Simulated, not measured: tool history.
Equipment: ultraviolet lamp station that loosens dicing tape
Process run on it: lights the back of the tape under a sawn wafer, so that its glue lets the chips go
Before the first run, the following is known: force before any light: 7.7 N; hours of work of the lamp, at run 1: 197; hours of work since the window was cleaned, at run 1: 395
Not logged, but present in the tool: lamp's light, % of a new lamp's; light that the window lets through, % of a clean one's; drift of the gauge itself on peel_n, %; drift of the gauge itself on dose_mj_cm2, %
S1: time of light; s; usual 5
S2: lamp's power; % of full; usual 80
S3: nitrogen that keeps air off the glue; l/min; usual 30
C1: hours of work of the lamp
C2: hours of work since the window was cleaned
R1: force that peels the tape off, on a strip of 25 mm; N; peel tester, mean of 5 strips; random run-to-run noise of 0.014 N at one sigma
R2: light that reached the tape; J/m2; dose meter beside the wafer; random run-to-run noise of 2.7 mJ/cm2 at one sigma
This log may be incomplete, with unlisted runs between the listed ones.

run    hour  S1  S2  S3   C1   C2     R1    R2
  1     0.0   5  80  30  197  395  0.944  2930
  2    20.4   5  80  30  207  405  0.940  2860
  3    52.8   5  80  30  222  420  0.954  2850
       86.9  -- window cleaned of glue's vapour
  4    98.1   5  80  30  243    5  0.910  2980
  5   118.1   5  80  30  253   15  0.936  2920
  6   148.5   5  80  30  267   29  0.930  2920
  7   193.1   3  80  30  288   50  2.129  1730
  8   216.8   3  80  30  299   61  2.178  1720
  9   246.7   3  80  30  313   75  2.269  1660
 10   282.1   5  80  44  330   92  0.915  2780
 11   308.9   5  80  44  343  105  0.907  2690
 12   334.7   5  74  30  355  117  1.219  2450
 13   358.8   5  74  30  366  128  1.285  2470
 14   378.2   5  74  30  375  137  1.305  2480
 15   417.0   5  74  30  394  156  1.352  2350
 16   459.4   5  80  30  414  176  1.252  2530
 17   484.0   5  80  30  425  187  1.257  2480
 18   515.3   5  80  30  440  202  1.265  2420
 19   542.3   5  80  30  453  215  1.367  2410
 20   571.9   5  80  30  467  229  1.375  2370
 21   609.4   5  80  30  484  246  1.375  2360
 22   645.6   4  80  30  501  263  2.017  1830
 23   664.8   4  80  30  510  272  1.989  1830
 24   690.1   2  80  22  522  284  4.160   880
 25   722.1   2  68  22  537  299  4.566   740
 26   754.8   6  91   9  553  315  1.757  2940
 27   796.8   6  91   9  573  335  1.829  2840
 28   840.1   5  81  58  593  355  1.283  2050
 29   860.7   5  87  41  603  365  1.298  2220
 30   899.8   9  81  30  621  383  0.635  3520
 31   935.2   2  89  26  638  400  4.190   880
      938.8  -- lamp changed
 32   980.2   2  97  26   20  420  2.478  1590
 33  1011.0   2  97  26   34  435  2.379  1610
     1015.0  -- window cleaned of glue's vapour
 34  1051.5   6  93  59   53   17  0.245  4760
 35  1096.7   6  93  59   74   38  0.252  4640
 36  1124.0   2  79  51   87   51  2.523  1380
 37  1151.6   5  85  30  100   64  0.660  3510
 38  1194.7   4  92  33  120   85  0.880  2940
 39  1220.2   4  62  23  132   97  1.953  1970
 40  1256.6   4  62  23  150  114  2.039  1970
 41  1278.7   4  62  11  160  124  2.679  1930
 42  1301.9   4  62  11  171  135  2.754  1850

Difference, measured minus no-hidden-state, one row per run. Run-to-run variation is common to both terms; the gauge's own scatter need not be:
run      R1     R2
  1  +0.307   -640
  2  +0.319   -680
  3  +0.341   -700
  4  +0.278   -600
  5  +0.295   -610
  6  +0.311   -660
  7  +0.555   -420
  8  +0.589   -440
  9  +0.641   -460
 10  +0.380   -830
 11  +0.392   -860
 12  +0.505   -830
 13  +0.547   -850
 14  +0.567   -880
 15  +0.613   -920
 16  +0.612  -1050
 17  +0.628  -1070
 18  +0.649  -1120
 19  +0.711  -1150
 20  +0.735  -1190
 21  +0.754  -1240
 22  +1.021  -1030
 23  +1.020  -1050
 24  +1.267   -540
 25  +1.243   -470
 26  +1.014  -1930
 27  +1.084  -1990
 28  +0.854  -1550
 29  +0.873  -1700
 30  +0.427  -2890
 31  +1.691   -730
 32  +0.196   -120
 33  +0.216   -140
 34  +0.018   -230
 35  +0.024   -300
 36  +0.204   -100
 37  +0.108   -310
 38  +0.162   -320
 39  +0.282   -240
 40  +0.329   -270
 41  +0.371   -280
 42  +0.404   -300
